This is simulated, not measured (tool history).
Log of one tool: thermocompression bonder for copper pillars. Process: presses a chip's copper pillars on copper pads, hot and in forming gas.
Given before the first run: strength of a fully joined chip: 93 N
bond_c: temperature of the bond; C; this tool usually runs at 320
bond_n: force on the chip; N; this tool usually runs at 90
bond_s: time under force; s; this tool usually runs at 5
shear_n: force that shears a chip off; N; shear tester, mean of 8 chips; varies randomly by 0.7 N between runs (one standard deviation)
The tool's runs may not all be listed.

run 1 hour=0.0 | bond_c=320 bond_n=90 bond_s=5 | shear_n=44.2
run 2 hour=90.6 | bond_c=320 bond_n=90 bond_s=5 | shear_n=43.7
run 3 hour=183.1 | bond_c=320 bond_n=90 bond_s=8 | shear_n=50.4
-- hour=215.7 force cell calibrated
run 4 hour=271.5 | bond_c=320 bond_n=90 bond_s=8 | shear_n=52.9
-- hour=353.7 forming gas filter changed
run 5 hour=362.8 | bond_c=320 bond_n=90 bond_s=5 | shear_n=45.3
run 6 hour=457.2 | bond_c=320 bond_n=90 bond_s=5 | shear_n=44.6
run 7 hour=539.3 | bond_c=320 bond_n=90 bond_s=5 | shear_n=43.4
run 8 hour=628.9 | bond_c=320 bond_n=71 bond_s=5 | shear_n=37.6
run 9 hour=675.1 | bond_c=320 bond_n=71 bond_s=5 | shear_n=34.7
-- hour=756.2 forming gas filter changed
run 10 hour=776.5 | bond_c=320 bond_n=71 bond_s=8 | shear_n=44.5
run 11 hour=876.9 | bond_c=320 bond_n=71 bond_s=8 | shear_n=42.6
-- hour=913.2 heater calibrated with a thermocouple chip
run 12 hour=978.9 | bond_c=291 bond_n=71 bond_s=12 | shear_n=43.3
run 13 hour=1066.8 | bond_c=291 bond_n=71 bond_s=12 | shear_n=42.9
run 14 hour=1139.4 | bond_c=314 bond_n=108 bond_s=14 | shear_n=65.5
-- hour=1159.1 forming gas filter changed
run 15 hour=1209.3 | bond_c=297 bond_n=118 bond_s=4 | shear_n=42.4
run 16 hour=1301.1 | bond_c=319 bond_n=118 bond_s=12 | shear_n=67.2
run 17 hour=1390.2 | bond_c=320 bond_n=119 bond_s=12 | shear_n=68.7
run 18 hour=1447.1 | bond_c=320 bond_n=119 bond_s=12 | shear_n=66.4
run 19 hour=1505.7 | bond_c=333 bond_n=90 bond_s=4 | shear_n=43.9
-- hour=1560.6 forming gas filter changed
run 20 hour=1606.6 | bond_c=333 bond_n=74 bond_s=14 | shear_n=60.1

Measured result minus the same run's result without the hidden state. Both carry the same run-to-run variation, though not necessarily the same gauge scatter:
Hidden state present: true temperature of the bond over the reading, C; force that reaches the chip, % of what is set; oxide that the forming gas leaves, % of the face; drift of the gauge itself on shear_n, %.
run=1 shear_n=-5.1
run=2 shear_n=-6.0
run=3 shear_n=-7.2
run=4 shear_n=-4.8
run=5 shear_n=-3.6
run=6 shear_n=-4.4
run=7 shear_n=-5.0
run=8 shear_n=-5.4
run=9 shear_n=-5.6
run=10 shear_n=-5.6
run=11 shear_n=-6.4
run=12 shear_n=-2.3
run=13 shear_n=-3.0
run=14 shear_n=-4.5
run=15 shear_n=-2.7
run=16 shear_n=-3.7
run=17 shear_n=-4.7
run=18 shear_n=-5.3
run=19 shear_n=-5.2
run=20 shear_n=-4.5

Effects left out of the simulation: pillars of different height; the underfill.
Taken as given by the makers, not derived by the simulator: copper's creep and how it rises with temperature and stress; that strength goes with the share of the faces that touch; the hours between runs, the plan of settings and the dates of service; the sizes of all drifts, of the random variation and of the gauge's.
